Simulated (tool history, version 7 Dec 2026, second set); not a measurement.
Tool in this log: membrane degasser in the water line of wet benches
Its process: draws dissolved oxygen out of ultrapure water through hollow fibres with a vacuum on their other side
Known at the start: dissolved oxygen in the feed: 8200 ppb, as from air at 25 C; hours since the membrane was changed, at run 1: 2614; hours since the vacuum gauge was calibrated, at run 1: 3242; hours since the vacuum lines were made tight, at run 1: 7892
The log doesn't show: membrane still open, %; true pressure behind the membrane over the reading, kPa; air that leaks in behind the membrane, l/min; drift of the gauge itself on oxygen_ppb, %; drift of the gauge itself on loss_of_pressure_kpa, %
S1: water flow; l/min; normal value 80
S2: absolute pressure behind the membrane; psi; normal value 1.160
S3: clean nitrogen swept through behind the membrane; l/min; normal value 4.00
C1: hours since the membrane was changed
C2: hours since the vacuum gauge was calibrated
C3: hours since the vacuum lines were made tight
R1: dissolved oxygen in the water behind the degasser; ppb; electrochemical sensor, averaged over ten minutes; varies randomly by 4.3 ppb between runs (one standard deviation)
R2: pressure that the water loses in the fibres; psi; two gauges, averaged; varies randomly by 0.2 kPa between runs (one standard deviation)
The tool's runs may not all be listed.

run 1 day=0.000 | S1=80 S2=1.160 S3=4.00 | C1=2614 C2=3242 C3=7892 | R1=454.0 R2=6.753
-- day=2.067 seals of the vacuum lines changed
run 2 day=2.717 | S1=80 S2=1.160 S3=4.00 | C1=2677 C2=3305 C3=16 | R1=452.7 R2=6.728
run 3 day=4.779 | S1=80 S2=1.160 S3=4.00 | C1=2727 C2=3355 C3=65 | R1=464.0 R2=6.759
run 4 day=7.204 | S1=54 S2=1.160 S3=4.00 | C1=2785 C2=3413 C3=123 | R1=215.1 R2=4.570
run 5 day=10.133 | S1=54 S2=1.160 S3=4.00 | C1=2855 C2=3483 C3=194 | R1=214.8 R2=4.567
run 6 day=13.146 | S1=80 S2=1.160 S3=6.95 | C1=2927 C2=3556 C3=266 | R1=374.9 R2=6.812
run 7 day=15.729 | S1=80 S2=1.160 S3=6.95 | C1=2989 C2=3618 C3=328 | R1=370.4 R2=6.785
run 8 day=18.117 | S1=80 S2=1.160 S3=6.95 | C1=3047 C2=3675 C3=385 | R1=377.0 R2=6.759
run 9 day=21.229 | S1=80 S2=0.851 S3=4.00 | C1=3121 C2=3750 C3=460 | R1=372.0 R2=6.756
run 10 day=24.321 | S1=80 S2=0.851 S3=4.00 | C1=3196 C2=3824 C3=534 | R1=369.7 R2=6.727
run 11 day=28.021 | S1=80 S2=0.783 S3=4.00 | C1=3284 C2=3913 C3=623 | R1=359.5 R2=6.792
run 12 day=30.888 | S1=80 S2=0.783 S3=4.00 | C1=3353 C2=3982 C3=692 | R1=352.6 R2=6.805
run 13 day=33.783 | S1=80 S2=1.227 S3=4.00 | C1=3423 C2=4051 C3=761 | R1=477.2 R2=6.749
-- day=34.004 vacuum gauge calibrated
run 14 day=36.588 | S1=80 S2=1.450 S3=4.00 | C1=3490 C2=62 C3=828 | R1=532.8 R2=6.810
run 15 day=38.654 | S1=80 S2=1.160 S3=4.00 | C1=3539 C2=112 C3=878 | R1=466.5 R2=6.773
run 16 day=41.400 | S1=80 S2=1.160 S3=8.71 | C1=3605 C2=177 C3=943 | R1=358.3 R2=6.798
run 17 day=44.458 | S1=64 S2=1.160 S3=4.00 | C1=3678 C2=251 C3=1017 | R1=305.5 R2=5.419
run 18 day=47.912 | S1=115 S2=1.160 S3=2.51 | C1=3761 C2=334 C3=1100 | R1=1010.2 R2=9.762
-- day=49.500 vacuum gauge calibrated, once more
run 19 day=50.567 | S1=80 S2=1.160 S3=11.20 | C1=3825 C2=26 C3=1163 | R1=327.6 R2=6.876
run 20 day=53.975 | S1=67 S2=1.160 S3=11.20 | C1=3906 C2=107 C3=1245 | R1=212.7 R2=5.662
run 21 day=57.450 | S1=95 S2=1.160 S3=4.00 | C1=3990 C2=191 C3=1328 | R1=634.7 R2=8.111
run 22 day=59.467 | S1=63 S2=1.645 S3=10.51 | C1=4038 C2=239 C3=1377 | R1=234.1 R2=5.359
run 23 day=62.712 | S1=75 S2=1.645 S3=3.18 | C1=4116 C2=317 C3=1454 | R1=603.1 R2=6.350
run 24 day=66.358 | S1=80 S2=2.577 S3=7.13 | C1=4204 C2=405 C3=1542 | R1=597.4 R2=6.789
run 25 day=68.600 | S1=71 S2=2.442 S3=7.76 | C1=4257 C2=458 C3=1596 | R1=455.9 R2=6.035
run 26 day=70.612 | S1=71 S2=2.775 S3=1.62 | C1=4306 C2=507 C3=1644 | R1=1331.6 R2=6.036
run 27 day=72.629 | S1=71 S2=2.775 S3=1.62 | C1=4354 C2=555 C3=1692 | R1=1333.3 R2=6.057
run 28 day=75.350 | S1=96 S2=2.879 S3=4.00 | C1=4419 C2=620 C3=1758 | R1=1154.9 R2=8.227
run 29 day=77.917 | S1=96 S2=2.879 S3=4.00 | C1=4481 C2=682 C3=1819 | R1=1147.2 R2=8.193
run 30 day=79.825 | S1=53 S2=2.563 S3=7.74 | C1=4527 C2=728 C3=1865 | R1=291.6 R2=4.564
run 31 day=82.283 | S1=97 S2=1.675 S3=7.84 | C1=4586 C2=787 C3=1924 | R1=640.3 R2=8.242
run 32 day=84.283 | S1=97 S2=1.959 S3=7.84 | C1=4634 C2=835 C3=1972 | R1=695.3 R2=8.308
run 33 day=87.521 | S1=64 S2=1.160 S3=5.83 | C1=4711 C2=912 C3=2050 | R1=252.5 R2=5.494

Each row is a separate what-if for the run after 33, all from the same tool condition, not one after another. Results?
run A day=91.000 | S1=60 S2=0.953 S3=5.51 | C1=4795 C2=996 C3=2133 | R1=? R2=?
run B day=91.000 | S1=64 S2=1.218 S3=5.83 | C1=4795 C2=996 C3=2133 | R1=? R2=?
run C day=91.000 | S1=87 S2=0.802 S3=2.94 | C1=4795 C2=996 C3=2133 | R1=? R2=?

run=A R1=186.3 R2=5.144
run=B R1=259.5 R2=5.462
run=C R1=466.5 R2=7.377
The same runs, with their run-to-run variation unchanged, on a tool lacking any hidden condition would have given:
run=A R1=171.3 R2=4.982
run=B R1=242.0 R2=5.290
run=C R1=431.2 R2=7.145
